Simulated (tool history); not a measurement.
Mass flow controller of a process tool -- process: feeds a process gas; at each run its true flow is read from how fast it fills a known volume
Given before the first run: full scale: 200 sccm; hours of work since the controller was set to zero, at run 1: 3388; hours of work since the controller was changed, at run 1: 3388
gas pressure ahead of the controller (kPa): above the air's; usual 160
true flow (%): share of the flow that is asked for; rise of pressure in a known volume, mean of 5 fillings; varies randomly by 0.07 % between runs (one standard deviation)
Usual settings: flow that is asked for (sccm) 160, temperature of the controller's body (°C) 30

run,day,flow that is asked for (sccm),gas pressure ahead of the controller (kPa),temperature of the controller's body (°C),hours of work since the controller was set to zero,hours of work since the controller was changed,true flow (%)
1,0,160,160,30,3388,3388,97.62
2,8.362,160,160,30,3500,3500,97.62
3,14.683,160,160,30,3586,3586,97.53
4,22.879,160,160,30,3696,3696,97.66
5,31.133,160,160,30,3807,3807,97.57
6,37.192,160,160,30,3888,3888,97.52
7,43.8,160,160,30,3977,3977,97.53
8,48.808,160,160,30,4045,4045,97.51
9,58.396,160,160,30,4174,4174,97.41
10,67.862,160,160,30,4301,4301,97.4
11,77.367,160,234,30,4429,4429,97.84
12,85.446,160,234,30,4538,4538,97.7
13,96.167,160,234,30,4682,4682,97.67
14,104.571,35,160,30,4795,4795,92.36
15,109.967,35,160,30,4868,4868,92.18
16,119.392,160,160,30,4995,4995,97.05
17,127.783,160,160,30,5108,5108,96.99
18,137.133,160,160,30,5234,5234,97.09
19,144.338,160,160,30,5330,5330,96.79
20,152.925,160,160,30,5446,5446,96.81
21,161.029,160,160,30,5555,5555,96.81
22,165.996,200,160,30,5622,5622,97.17
# day 166.554: controller's zero set anew
23,171.342,200,160,30,64,5694,96.95
24,179.329,200,160,24,172,5801,97.53
# day 186.621: controller's zero set anew, once more
25,187.275,65,152,30,9,5908,97.32
26,198.05,160,170,21,154,6053,98.95
27,205.638,55,162,30,256,6155,97.21
28,213.096,55,162,30,356,6255,97.15
29,222.504,40,160,30,483,6382,96.91
30,227.992,99,210,40,557,6456,96.48
31,233.958,99,212,40,637,6536,96.67
32,241.654,79,212,33,741,6640,97.05
33,252.338,160,173,28,884,6783,97.94
34,259.512,160,167,30,981,6880,97.61
35,265.875,160,183,30,1067,6966,97.77
36,272.033,160,183,30,1150,7049,97.69
37,280.875,160,183,30,1269,7168,97.58
38,286.929,70,158,28,1350,7249,96.82
39,296.921,133,160,26,1484,7383,97.44
40,305.775,133,160,26,1604,7503,97.47
41,316.258,25,192,36,1745,7644,93.8
42,324.992,25,192,36,1862,7761,93.68
43,331.496,25,192,36,1950,7849,93.46
44,336.467,29,209,24,2017,7916,95.21
45,344.562,142,242,33,2126,8025,97.18
46,354.992,142,242,33,2266,8165,97.07

Consider 3 possible next runs. They are alternatives, not a sequence: every one starts from the tool as it was left by run 46. What does each give?
A,363.825,160,141,30,2385,8284,?
B,363.825,160,160,34,2385,8284,?
C,363.825,40,242,29,2385,8284,?

run,true flow (%)
A,96.93
B,96.69
C,95.46
Stripped of hidden state, with their random variation kept, the same runs would have yielded:
run,true flow (%)
A,98.91
B,98.67
C,99.15
